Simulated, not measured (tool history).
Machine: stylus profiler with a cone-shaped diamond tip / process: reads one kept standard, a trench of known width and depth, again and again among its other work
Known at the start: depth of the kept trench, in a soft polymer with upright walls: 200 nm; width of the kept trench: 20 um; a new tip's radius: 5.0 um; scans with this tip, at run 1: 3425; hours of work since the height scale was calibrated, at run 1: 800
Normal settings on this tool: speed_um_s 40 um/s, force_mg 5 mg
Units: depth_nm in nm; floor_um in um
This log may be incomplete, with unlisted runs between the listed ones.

run   hour  speed_um_s  force_mg  scans with this tip  hours of work since the height scale was calibrated  depth_nm  floor_um
  1      0          40         5                 3425                                                  800    202.04      16.9
  2   22.6          40       2.6                 3490                                                  816    200.95     16.81
  3   50.9          40       2.6                 3573                                                  835    200.95     16.75
  4   75.3          40         2                 3643                                                  851    200.62     16.76
  5  102.5          40      7.59                 3722                                                  870    202.81     16.85
  6  126.3          40     11.07                 3791                                                  886    203.91     16.87
  7  153.9          40     11.07                 3871                                                  905     203.8     16.85
  8  183.6          19         5                 3957                                                  925    201.83     16.84
  9  204.5         144         5                 4018                                                  939    201.89     16.52
 10  230.4         144         5                 4093                                                  956    201.85     16.51
 11  256.7         144         5                 4169                                                  974     201.8     16.54
 12  268.8         144         5                 4204                                                  982    201.71     16.48
 13  286.8         144         5                 4256                                                  995     201.7     16.53
 14  309.9         144         5                 4323                                                 1010    201.73     16.48
 15  332.5          14         5                 4389                                                 1026    201.77     16.84
 16  346.2          14         5                 4429                                                 1035    201.68     16.83
 17  359.3          14      2.81                 4466                                                 1044    200.79      16.8
 18  373.9          20     12.87                 4509                                                 1054    204.16      16.9
     375.8  -- height scale calibrated on a step standard
 19  395.8          20     12.87                 4571                                                   14    203.37     16.82
 20  424.8          17      5.78                 4655                                                   33    201.15     16.83
     427.2  -- height scale calibrated on a step standard, once more
 21  451.5          13      3.05                 4731                                                   16     201.9     16.82
 22  472.6          13      3.05                 4792                                                   31    201.78     16.79
 23  499.8          13      3.05                 4871                                                   49     201.9     16.73
 24  516.7          19     12.55                 4920                                                   61    205.26      16.8
 25  531.5          37     14.34                 4963                                                   71    205.58     16.77
 26    560          39     14.34                 5045                                                   90    205.58     16.78
 27  586.9          39     14.34                 5123                                                  108    205.56     16.84
 28    612         147         8                 5196                                                  125    203.71     16.51
 29  635.8          40      9.16                 5265                                                  141    204.01     16.73
 30  662.8          40      9.16                 5343                                                  160    203.95     16.68
 31  683.8          62      14.3                 5404                                                  174     205.5      16.7
 32  707.5          62      14.3                 5473                                                  190     205.3     16.69

Forecast each of these 5 alternatives for the next run:
  A  732.2          22      4.15                 5544                                                  207         ?         ?
  B  732.2          23      2.51                 5544                                                  207         ?         ?
  C  732.2          40     10.89                 5544                                                  207         ?         ?
  D  732.2          62      3.19                 5544                                                  207         ?         ?
  E  732.2          12      2.84                 5544                                                  207         ?         ?

run  depth_nm  floor_um
  A    202.22     16.75
  B     201.6     16.69
  C     204.5     16.68
  D    201.94     16.57
  E    201.66     16.79
What these runs would have given with no unlogged condition in the tool:
run  depth_nm  floor_um
  A     202.5     17.16
  B    201.87      17.1
  C    204.78     17.09
  D    202.21     16.98
  E    201.93      17.2
